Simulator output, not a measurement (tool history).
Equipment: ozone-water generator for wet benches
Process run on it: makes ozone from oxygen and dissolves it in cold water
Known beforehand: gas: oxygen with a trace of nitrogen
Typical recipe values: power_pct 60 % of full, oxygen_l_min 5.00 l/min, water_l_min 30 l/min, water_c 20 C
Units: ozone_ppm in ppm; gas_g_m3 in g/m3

| run | hour | power_pct | oxygen_l_min | water_l_min | water_c | ozone_ppm | gas_g_m3 |
|---|---|---|---|---|---|---|---|
| 1 | 0.0 | 60 | 5.00 | 30 | 20 | 15.7 | 177.6 |
| 2 | 25.5 | 60 | 5.00 | 30 | 20 | 15.7 | 178.0 |
| 3 | 71.2 | 60 | 5.00 | 30 | 20 | 15.5 | 178.6 |
| 4 | 118.6 | 60 | 5.00 | 30 | 20 | 15.5 | 177.9 |
| 5 | 141.5 | 60 | 5.00 | 30 | 20 | 15.6 | 178.1 |
| 6 | 164.3 | 60 | 5.00 | 30 | 15 | 16.2 | 177.3 |
| 7 | 205.7 | 60 | 5.00 | 29 | 20 | 16.0 | 177.0 |
| 8 | 251.6 | 45 | 5.00 | 23 | 20 | 15.9 | 147.6 |
| 9 | 288.5 | 45 | 5.00 | 23 | 20 | 16.0 | 151.1 |
| 10 | 330.1 | 45 | 5.00 | 23 | 20 | 15.8 | 148.8 |
| 11 | 368.5 | 45 | 5.47 | 23 | 21 | 15.6 | 140.5 |
| 12 | 401.5 | 45 | 5.47 | 23 | 21 | 15.9 | 140.8 |
| 13 | 438.1 | 63 | 4.49 | 44 | 17 | 11.6 | 194.0 |
| 14 | 461.7 | 60 | 5.00 | 28 | 12 | 17.7 | 176.8 |

Each row is a separate what-if for the run after 14, all from the same tool condition, not one after another. Results?
| A | 499.9 | 60 | 6.50 | 28 | 16 | ? | ? |
| B | 499.9 | 76 | 5.00 | 18 | 12 | ? | ? |
| C | 499.9 | 84 | 5.00 | 23 | 15 | ? | ? |
| D | 499.9 | 58 | 3.59 | 28 | 16 | ? | ? |
| E | 499.9 | 60 | 5.00 | 43 | 12 | ? | ? |

| run | ozone_ppm | gas_g_m3 |
|---|---|---|
| A | 17.4 | 152.0 |
| B | 29.0 | 202.5 |
| C | 24.8 | 216.9 |
| D | 16.0 | 210.6 |
| E | 11.9 | 175.7 |
With no hidden state in the tool, these same runs would have given:
| run | ozone_ppm | gas_g_m3 |
|---|---|---|
| A | 17.8 | 154.9 |
| B | 29.8 | 207.1 |
| C | 25.6 | 222.0 |
| D | 16.4 | 214.6 |
| E | 12.2 | 179.1 |
